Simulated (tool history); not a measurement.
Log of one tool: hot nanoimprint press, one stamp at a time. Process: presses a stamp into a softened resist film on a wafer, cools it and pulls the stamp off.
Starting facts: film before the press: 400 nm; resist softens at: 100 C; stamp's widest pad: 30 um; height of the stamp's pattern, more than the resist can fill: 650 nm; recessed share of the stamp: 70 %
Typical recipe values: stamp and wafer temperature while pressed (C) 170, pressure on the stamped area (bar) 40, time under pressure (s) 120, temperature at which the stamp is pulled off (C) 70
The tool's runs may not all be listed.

| run | hour | stamp and wafer temperature while pressed (C) | pressure on the stamped area (bar) | time under pressure (s) | temperature at which the stamp is pulled off (C) | resist left under the stamp's widest pad (nm) | greatest force while the stamp is pulled off (N) |
|---|---|---|---|---|---|---|---|
| 1 | 0 | 170 | 40 | 120 | 70 | 195.8 | 261 |
| 2 | 49.3 | 170 | 51.6 | 120 | 70 | 170.7 | 262 |
| 3 | 97.5 | 170 | 56.5 | 120 | 70 | 160.6 | 240 |
| 4 | 156.4 | 170 | 40 | 200 | 70 | 166 | 240 |
| 5 | 211.4 | 170 | 40 | 200 | 70 | 160.4 | 250 |
| 6 | 249.8 | 170 | 40 | 120 | 70 | 192.2 | 252 |
| 7 | 285.4 | 170 | 40 | 120 | 74 | 191.1 | 211 |
| 8 | 343.9 | 170 | 40 | 170 | 74 | 170.2 | 220 |
| 9 | 394.6 | 170 | 40 | 120 | 58 | 194.3 | 330 |
| 10 | 449.9 | 170 | 40 | 120 | 58 | 192.9 | 336 |
| 11 | 499.6 | 170 | 40 | 120 | 58 | 188.9 | 307 |
| 12 | 528.3 | 170 | 40 | 120 | 58 | 192.9 | 306 |
| 13 | 588 | 170 | 40 | 120 | 58 | 192.3 | 327 |
| 14 | 642.9 | 170 | 40 | 120 | 70 | 191.8 | 263 |
| 15 | 681.6 | 170 | 40 | 120 | 70 | 195.4 | 265 |
| 16 | 726.6 | 159 | 40 | 120 | 70 | 286.6 | 241 |
| 17 | 785 | 163 | 39.7 | 236 | 60 | 207.3 | 319 |
| 18 | 843.3 | 167 | 39.7 | 73 | 60 | 252.9 | 322 |
| 19 | 886.4 | 170 | 38.3 | 120 | 76 | 199.5 | 230 |
| 20 | 945.5 | 166 | 49.6 | 68 | 70 | 241 | 246 |
| 21 | 983.2 | 170 | 40 | 120 | 67 | 197.3 | 266 |
| 22 | 1021 | 177 | 50.8 | 97 | 62 | 142.5 | 300 |
| 23 | 1054.8 | 170 | 40 | 81 | 70 | 224.7 | 265 |
| 24 | 1101.4 | 176 | 47.9 | 72 | 66 | 167.9 | 301 |
| 25 | 1147.5 | 176 | 47.9 | 72 | 66 | 169.4 | 273 |
| 26 | 1182.6 | 176 | 47.9 | 72 | 66 | 168.6 | 281 |
| 27 | 1207.3 | 176 | 47.9 | 72 | 66 | 167.2 | 270 |

Not shown here: 8 entries made in the log between runs. Locate each between two listed runs and compare the hidden state at the listed run before it with the hidden state at the listed run after it:
Run 2 -> run 3: stamp cleaned and given a new release coat (hour 68.4)
  true temperature over the reading, C: -0.59 -> -0.63; pressure that arrives at the usual setting, %: 99.18 -> 99.1; grip of the stamp's worn release coat, % over a new coat's: 11.8 -> 1.8
  measured value less the no-hidden-state value, resist left under the stamp's widest pad (nm): +5 -> +5.2; greatest force while the stamp is pulled off (N): +31 -> +8
Run 4 -> run 5: plate thermocouple calibrated (hour 193.6)
  true temperature over the reading, C: -0.68 -> -0.01; pressure that arrives at the usual setting, %: 99 -> 98.91; grip of the stamp's worn release coat, % over a new coat's: 5.4 -> 8.7
  measured value less the no-hidden-state value, resist left under the stamp's widest pad (nm): +5.5 -> +1; greatest force while the stamp is pulled off (N): +16 -> +20
Run 6 -> run 7: stamp cleaned and given a new release coat (hour 279.7)
  true temperature over the reading, C: -0.04 -> -0.07; pressure that arrives at the usual setting, %: 98.85 -> 98.8; grip of the stamp's worn release coat, % over a new coat's: 11.1 -> 0.4
  measured value less the no-hidden-state value, resist left under the stamp's widest pad (nm): +1.6 -> +1.8; greatest force while the stamp is pulled off (N): +25 -> +1
Run 9 -> run 10: press's hydraulic seals changed and the load cell set to zero (hour 438.2)
  true temperature over the reading, C: -0.17 -> -0.22; pressure that arrives at the usual setting, %: 98.6 -> 99.8; grip of the stamp's worn release coat, % over a new coat's: 7.1 -> 10.1
  measured value less the no-hidden-state value, resist left under the stamp's widest pad (nm): +2.8 -> +1.8; greatest force while the stamp is pulled off (N): +23 -> +33
Run 10 -> run 11: stamp cleaned and given a new release coat (hour 493.4)
  true temperature over the reading, C: -0.22 -> -0.26; pressure that arrives at the usual setting, %: 99.8 -> 99.73; grip of the stamp's worn release coat, % over a new coat's: 10.1 -> 0.4
  measured value less the no-hidden-state value, resist left under the stamp's widest pad (nm): +1.8 -> +2.1; greatest force while the stamp is pulled off (N): +33 -> +3
Run 15 -> run 16: stamp cleaned and given a new release coat (hour 701)
  true temperature over the reading, C: -0.43 -> -0.47; pressure that arrives at the usual setting, %: 99.4 -> 99.33; grip of the stamp's worn release coat, % over a new coat's: 11.8 -> 1.6
  measured value less the no-hidden-state value, resist left under the stamp's widest pad (nm): +3.9 -> +5; greatest force while the stamp is pulled off (N): +30 -> +6
Run 19 -> run 20: stamp cleaned and given a new release coat (hour 906.8)
  true temperature over the reading, C: -0.61 -> -0.65; pressure that arrives at the usual setting, %: 99.04 -> 98.96; grip of the stamp's worn release coat, % over a new coat's: 11.6 -> 2.4
  measured value less the no-hidden-state value, resist left under the stamp's widest pad (nm): +5.5 -> +7; greatest force while the stamp is pulled off (N): +28 -> +10
Run 24 -> run 25: stamp cleaned and given a new release coat (hour 1113)
  true temperature over the reading, C: -0.79 -> -0.83; pressure that arrives at the usual setting, %: 98.7 -> 98.63; grip of the stamp's worn release coat, % over a new coat's: 12.2 -> 2.1
  measured value less the no-hidden-state value, resist left under the stamp's widest pad (nm): +6.3 -> +6.6; greatest force while the stamp is pulled off (N): +37 -> +10

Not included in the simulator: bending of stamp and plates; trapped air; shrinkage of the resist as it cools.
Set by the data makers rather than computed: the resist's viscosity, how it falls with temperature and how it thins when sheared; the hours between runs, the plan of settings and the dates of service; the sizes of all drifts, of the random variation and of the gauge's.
